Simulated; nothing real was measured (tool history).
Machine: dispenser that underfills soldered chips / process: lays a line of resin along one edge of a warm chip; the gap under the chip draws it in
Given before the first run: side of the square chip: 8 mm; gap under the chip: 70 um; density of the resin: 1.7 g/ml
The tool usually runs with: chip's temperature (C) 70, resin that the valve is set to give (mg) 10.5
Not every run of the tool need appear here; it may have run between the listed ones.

| run | day | chip's temperature (C) | resin that the valve is set to give (mg) | time until the resin shows at the far edge (s) | resin that the valve gave (mg) |
|---|---|---|---|---|---|
| 1 | 0 | 70 | 10.5 | 18.5 | 10.1 |
|  | 0.417 | new syringe of resin |
| 2 | 0.417 | 70 | 10.5 | 17.2 | 10.07 |
| 3 | 0.721 | 70 | 10.5 | 21.5 | 10.08 |
|  | 0.817 | dispensing valve cleaned and set on the balance |
|  | 0.908 | new syringe of resin |
| 4 | 1.029 | 70 | 10.5 | 18.3 | 10.5 |
|  | 1.358 | new syringe of resin |
| 5 | 1.583 | 70 | 10.5 | 20.3 | 10.43 |
|  | 1.812 | new syringe of resin |
| 6 | 1.867 | 70 | 10.5 | 18 | 10.41 |
| 7 | 2.229 | 70 | 10.5 | 24.7 | 10.35 |
|  | 2.271 | new syringe of resin |
|  | 2.729 | new syringe of resin |
| 8 | 2.796 | 70 | 10.5 | 17.9 | 10.31 |
| 9 | 3.092 | 70 | 10.1 | 23.2 | 9.83 |
|  | 3.204 | new syringe of resin |
| 10 | 3.4 | 70 | 10.5 | 19.7 | 10.26 |
|  | 3.671 | new syringe of resin |
| 11 | 3.671 | 70 | 13.4 | 16.4 | 13.02 |
| 12 | 4.008 | 70 | 13.4 | 22.1 | 12.99 |
|  | 4.125 | new syringe of resin |
| 13 | 4.4 | 70 | 13.4 | 20.8 | 12.88 |
|  | 4.604 | new syringe of resin |
| 14 | 4.875 | 70 | 13.4 | 20.8 | 12.9 |
|  | 5.05 | new syringe of resin |
|  | 5.15 | dispensing valve cleaned and set on the balance |
| 15 | 5.417 | 70 | 10.5 | 22.5 | 10.5 |
|  | 5.558 | new syringe of resin |
| 16 | 5.925 | 70 | 10.5 | 22 | 10.43 |
|  | 6.033 | new syringe of resin |
|  | 6.5 | new syringe of resin |
| 17 | 6.5 | 70 | 10.5 | 16.9 | 10.32 |
|  | 6.979 | new syringe of resin |
| 18 | 7.058 | 72 | 10.2 | 17.3 | 9.99 |
|  | 7.45 | new syringe of resin |
| 19 | 7.467 | 72 | 10.2 | 16.7 | 9.97 |
| 20 | 7.725 | 61 | 10.7 | 27 | 10.4 |
|  | 7.9 | new syringe of resin |
| 21 | 8.004 | 61 | 10.7 | 24.5 | 10.35 |
|  | 8.354 | new syringe of resin |
| 22 | 8.354 | 58 | 10.5 | 24.6 | 10.11 |
| 23 | 8.679 | 56 | 11.7 | 32.6 | 11.24 |
|  | 8.812 | new syringe of resin |
| 24 | 9.192 | 66 | 10.5 | 25.2 | 10.04 |
|  | 9.271 | new syringe of resin |
|  | 9.496 | dispensing valve cleaned and set on the balance |
|  | 9.788 | new syringe of resin |
| 25 | 9.788 | 77 | 10.5 | 13.6 | 10.46 |
|  | 10.242 | new syringe of resin |
| 26 | 10.333 | 82 | 12.1 | 12.2 | 12.01 |
| 27 | 10.662 | 82 | 12.1 | 15.7 | 11.94 |
|  | 10.712 | new syringe of resin |
|  | 11.179 | new syringe of resin |
| 28 | 11.179 | 82 | 12.1 | 11.2 | 11.92 |
| 29 | 11.467 | 82 | 12.1 | 14.8 | 11.89 |
|  | 11.65 | new syringe of resin |
| 30 | 11.762 | 56 | 11 | 27.8 | 10.74 |
|  | 12.121 | new syringe of resin |
| 31 | 12.317 | 83 | 13.5 | 12.4 | 13.05 |
|  | 12.575 | new syringe of resin |
| 32 | 12.862 | 64 | 13.2 | 24 | 12.75 |
|  | 13.054 | new syringe of resin |
| 33 | 13.146 | 76 | 9.6 | 16.7 | 9.24 |
| 34 | 13.438 | 75 | 13.3 | 19 | 12.73 |

Some steps in time until the resin shows at the far edge (s), run to run, broken into two amounts with sign: the step expected even without the hidden condition (settings, incoming material, random variation), and the rest, left for the hidden condition together with whatever gauge scatter is not in both the measured and the hidden-condition-free result:
Hidden conditions of the tool in this case: resin's viscosity, % of fresh resin's; dose that the valve gives, % of what is set; true chip temperature over the reading, C; drift of the gauge itself on fill_s, %; drift of the gauge itself on given_mg, %.
Run 7 -> 8: new syringe of resin, new syringe of resin. time until the resin shows at the far edge (s) -6.8: hidden state -6.3, all else -0.5.
Run 22 -> 23: chip's temperature (C) 58 -> 56, resin that the valve is set to give (mg) 10.5 -> 11.7. time until the resin shows at the far edge (s) +8: hidden state +7.5, all else +0.5.
Run 24 -> 25: chip's temperature (C) 66 -> 77, new syringe of resin, dispensing valve cleaned and set on the balance, new syringe of resin. time until the resin shows at the far edge (s) -11.6: hidden state -6.5, all else -5.1.
Run 29 -> 30: chip's temperature (C) 82 -> 56, resin that the valve is set to give (mg) 12.1 -> 11, new syringe of resin. time until the resin shows at the far edge (s) +13: hidden state -0.7, all else +13.7.
Run 30 -> 31: chip's temperature (C) 56 -> 83, resin that the valve is set to give (mg) 11 -> 13.5, new syringe of resin. time until the resin shows at the far edge (s) -15.4: hidden state -0.3, all else -15.1.
